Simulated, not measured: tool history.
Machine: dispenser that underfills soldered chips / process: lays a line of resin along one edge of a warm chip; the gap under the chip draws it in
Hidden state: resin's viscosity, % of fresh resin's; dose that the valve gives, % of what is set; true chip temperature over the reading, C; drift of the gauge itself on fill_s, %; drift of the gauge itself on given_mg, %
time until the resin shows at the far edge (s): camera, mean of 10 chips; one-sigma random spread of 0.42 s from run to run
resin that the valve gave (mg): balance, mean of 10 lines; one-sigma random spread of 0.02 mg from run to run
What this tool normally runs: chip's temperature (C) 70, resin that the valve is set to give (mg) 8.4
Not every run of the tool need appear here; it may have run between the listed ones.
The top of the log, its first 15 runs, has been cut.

| run | hour | chip's temperature (C) | resin that the valve is set to give (mg) | hours of work since the syringe was changed | hours of work since the valve was cleaned | hours of work since the stage was calibrated | time until the resin shows at the far edge (s) | resin that the valve gave (mg) |
|---|---|---|---|---|---|---|---|---|
|  | 142.6 | new syringe of resin |
| 16 | 149.5 | 83 | 8.4 | 5 | 102 | 191 | 28.6 | 8.11 |
|  | 151.7 | dispensing valve cleaned and set on the balance |
|  | 157.1 | new syringe of resin |
| 17 | 159.2 | 70 | 8.4 | 2 | 5 | 197 | 34.3 | 8.39 |
| 18 | 167.9 | 70 | 10.79 | 8 | 11 | 203 | 50.6 | 10.77 |
|  | 170.8 | new syringe of resin |
| 19 | 174.2 | 55 | 8.67 | 2 | 16 | 208 | 59.7 | 8.63 |
|  | 184.1 | new syringe of resin |
| 20 | 184.1 | 70 | 10.16 | 0 | 23 | 215 | 29.6 | 10.11 |
| 21 | 194.4 | 70 | 10.16 | 7 | 30 | 222 | 49.6 | 10.08 |
|  | 197 | new syringe of resin |
| 22 | 203.7 | 67 | 10.16 | 5 | 37 | 229 | 46.6 | 10.09 |
|  | 210.6 | new syringe of resin |
| 23 | 216.1 | 60 | 10.45 | 4 | 46 | 238 | 55.9 | 10.31 |
|  | 223.6 | new syringe of resin |
| 24 | 223.6 | 61 | 10.45 | 0 | 51 | 243 | 41 | 10.31 |
|  | 236.5 | new syringe of resin |
| 25 | 236.8 | 61 | 10.45 | 0 | 60 | 252 | 42.7 | 10.29 |
| 26 | 248.6 | 61 | 10.45 | 9 | 69 | 261 | 78.2 | 10.27 |
|  | 250.1 | new syringe of resin |
| 27 | 255 | 64 | 7.78 | 4 | 73 | 265 | 49.3 | 7.6 |
|  | 262.8 | new syringe of resin |
| 28 | 267.8 | 70 | 10.51 | 4 | 82 | 274 | 39.6 | 10.24 |

The next listed run, before its measurement:
|  | 276.1 | new syringe of resin |
| 29 | 281.1 | 70 | 10.51 | 4 | 92 | 284 | ? | ? |

{"run 29": {"time until the resin shows at the far edge (s)": 38.5, "resin that the valve gave (mg)": 10.28}}
On a tool with no hidden condition, and with the same random variation, this run would have come out at time until the resin shows at the far edge (s) 28.5, resin that the valve gave (mg) 10.56.

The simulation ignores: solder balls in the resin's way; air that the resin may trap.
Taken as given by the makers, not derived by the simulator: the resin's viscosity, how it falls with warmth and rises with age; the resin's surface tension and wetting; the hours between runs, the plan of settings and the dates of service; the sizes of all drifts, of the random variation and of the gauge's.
